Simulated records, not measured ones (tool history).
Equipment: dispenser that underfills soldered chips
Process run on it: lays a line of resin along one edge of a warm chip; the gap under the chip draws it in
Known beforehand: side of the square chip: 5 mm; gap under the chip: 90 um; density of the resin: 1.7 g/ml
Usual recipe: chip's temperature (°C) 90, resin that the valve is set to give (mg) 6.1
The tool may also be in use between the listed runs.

| run | hour | chip's temperature (°C) | resin that the valve is set to give (mg) | time until the resin shows at the far edge (s) | resin that the valve gave (mg) |
|---|---|---|---|---|---|
| 1 | 0 | 90 | 6.1 | 5.7 | 5.93 |
| 2 | 6.1 | 90 | 7.72 | 8.2 | 7.51 |
| 3 | 9.9 | 90 | 7.72 | 9.7 | 7.48 |
|  | 13.6 | new syringe of resin |
| 4 | 16.9 | 90 | 7.72 | 6.4 | 7.48 |
| 5 | 23.8 | 90 | 7.08 | 8.5 | 6.79 |
|  | 30.2 | new syringe of resin |
| 6 | 30.3 | 90 | 7.08 | 5.3 | 6.8 |
| 7 | 37.3 | 90 | 7.08 | 6.5 | 6.77 |
| 8 | 43 | 97 | 7.08 | 7.5 | 6.76 |
| 9 | 46.3 | 82 | 6.1 | 15.8 | 5.82 |
|  | 47 | new syringe of resin |
| 10 | 50.8 | 82 | 6.1 | 8.5 | 5.75 |
| 11 | 53.9 | 82 | 6.1 | 10.1 | 5.81 |
| 12 | 60.3 | 90 | 7.04 | 10.1 | 6.65 |
|  | 64.3 | new syringe of resin |
| 13 | 67.8 | 90 | 7.04 | 5.4 | 6.6 |
| 14 | 74.9 | 86 | 7.04 | 9.7 | 6.58 |
| 15 | 80.5 | 86 | 7.04 | 12.7 | 6.54 |
|  | 81.1 | new syringe of resin |
| 16 | 87.9 | 86 | 7.04 | 8.4 | 6.57 |
| 17 | 92.7 | 86 | 7.04 | 10.7 | 6.5 |
|  | 97.9 | new syringe of resin |
| 18 | 98.8 | 86 | 7.04 | 5.9 | 6.49 |
| 19 | 104.5 | 86 | 7.04 | 8.6 | 6.47 |
| 20 | 111.5 | 86 | 7.04 | 11.5 | 6.46 |
|  | 114.9 | new syringe of resin |
| 21 | 115.4 | 80 | 7.04 | 7.9 | 6.41 |
| 22 | 122.9 | 77 | 5.88 | 13.1 | 5.32 |
|  | 129.5 | dispensing valve cleaned and set on the balance |
| 23 | 129.6 | 88 | 5.29 | 11.8 | 5.28 |
|  | 132.6 | new syringe of resin |
| 24 | 136.5 | 98 | 7.64 | 4.4 | 7.63 |
| 25 | 140.2 | 102 | 6.06 | 5.2 | 6.02 |

4 options for the next run, each taken on its own from the tool as it stands now. Forecast them:
| A | 144.4 | 77 | 5.66 | ? | ? |
| B | 144.4 | 100 | 5.31 | ? | ? |
| C | 144.4 | 81 | 6.06 | ? | ? |
| D | 144.4 | 96 | 6.1 | ? | ? |

| run | time until the resin shows at the far edge (s) | resin that the valve gave (mg) |
|---|---|---|
| A | 15.8 | 5.61 |
| B | 6.9 | 5.28 |
| C | 13.6 | 5.97 |
| D | 7.6 | 6.04 |
The same runs, with their run-to-run variation unchanged, on a tool lacking any hidden condition would have given:
| run | time until the resin shows at the far edge (s) | resin that the valve gave (mg) |
|---|---|---|
| A | 8.4 | 5.67 |
| B | 3.8 | 5.33 |
| C | 7.4 | 6.04 |
| D | 4.1 | 6.1 |
